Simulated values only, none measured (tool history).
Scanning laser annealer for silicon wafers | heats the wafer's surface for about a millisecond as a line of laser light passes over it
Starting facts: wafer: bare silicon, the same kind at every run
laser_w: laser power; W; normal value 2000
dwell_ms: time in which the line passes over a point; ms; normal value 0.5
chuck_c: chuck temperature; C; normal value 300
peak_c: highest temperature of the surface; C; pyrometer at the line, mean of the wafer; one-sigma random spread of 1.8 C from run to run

{"run": 1, "hour": 0.0, "laser_w": 2000, "dwell_ms": 0.5, "chuck_c": 300, "peak_c": 1071}
{"run": 2, "hour": 32.2, "laser_w": 2000, "dwell_ms": 0.5, "chuck_c": 300, "peak_c": 1072}
{"run": 3, "hour": 57.2, "laser_w": 2033, "dwell_ms": 0.5, "chuck_c": 300, "peak_c": 1085}
{"run": 4, "hour": 80.3, "laser_w": 2033, "dwell_ms": 0.5, "chuck_c": 300, "peak_c": 1084}
{"run": 5, "hour": 112.4, "laser_w": 2033, "dwell_ms": 0.5, "chuck_c": 300, "peak_c": 1082}
{"run": 6, "hour": 141.0, "laser_w": 2033, "dwell_ms": 0.5, "chuck_c": 300, "peak_c": 1082}
{"run": 7, "hour": 157.4, "laser_w": 2000, "dwell_ms": 0.5, "chuck_c": 300, "peak_c": 1067}
{"run": 8, "hour": 171.6, "laser_w": 1914, "dwell_ms": 0.5, "chuck_c": 300, "peak_c": 1028}
{"run": 9, "hour": 201.6, "laser_w": 2073, "dwell_ms": 0.364, "chuck_c": 286, "peak_c": 961}
{"run": 10, "hour": 222.5, "laser_w": 2054, "dwell_ms": 0.549, "chuck_c": 302, "peak_c": 1129}
{"run": 11, "hour": 252.8, "laser_w": 2054, "dwell_ms": 0.549, "chuck_c": 302, "peak_c": 1128}
{"run": 12, "hour": 286.2, "laser_w": 1873, "dwell_ms": 0.5, "chuck_c": 302, "peak_c": 1012}
{"run": 13, "hour": 317.1, "laser_w": 1793, "dwell_ms": 0.547, "chuck_c": 305, "peak_c": 1012}
{"run": 14, "hour": 352.5, "laser_w": 2095, "dwell_ms": 0.561, "chuck_c": 300, "peak_c": 1152}
{"run": 15, "hour": 387.9, "laser_w": 1987, "dwell_ms": 0.464, "chuck_c": 271, "peak_c": 994}

Below are 4 alternative next runs, each starting from the tool's condition after run 15. Predict each:
{"run": "A", "hour": 408.6, "laser_w": 2091, "dwell_ms": 0.377, "chuck_c": 302, "peak_c": "?"}
{"run": "B", "hour": 408.6, "laser_w": 2055, "dwell_ms": 0.389, "chuck_c": 300, "peak_c": "?"}
{"run": "C", "hour": 408.6, "laser_w": 2000, "dwell_ms": 0.5, "chuck_c": 287, "peak_c": "?"}
{"run": "D", "hour": 408.6, "laser_w": 2037, "dwell_ms": 0.353, "chuck_c": 300, "peak_c": "?"}

run=A peak_c=984
run=B peak_c=983
run=C peak_c=1041
run=D peak_c=942
Had the tool no hidden state, the same runs would have come out as:
run=A peak_c=1001
run=B peak_c=999
run=C peak_c=1059
run=D peak_c=957

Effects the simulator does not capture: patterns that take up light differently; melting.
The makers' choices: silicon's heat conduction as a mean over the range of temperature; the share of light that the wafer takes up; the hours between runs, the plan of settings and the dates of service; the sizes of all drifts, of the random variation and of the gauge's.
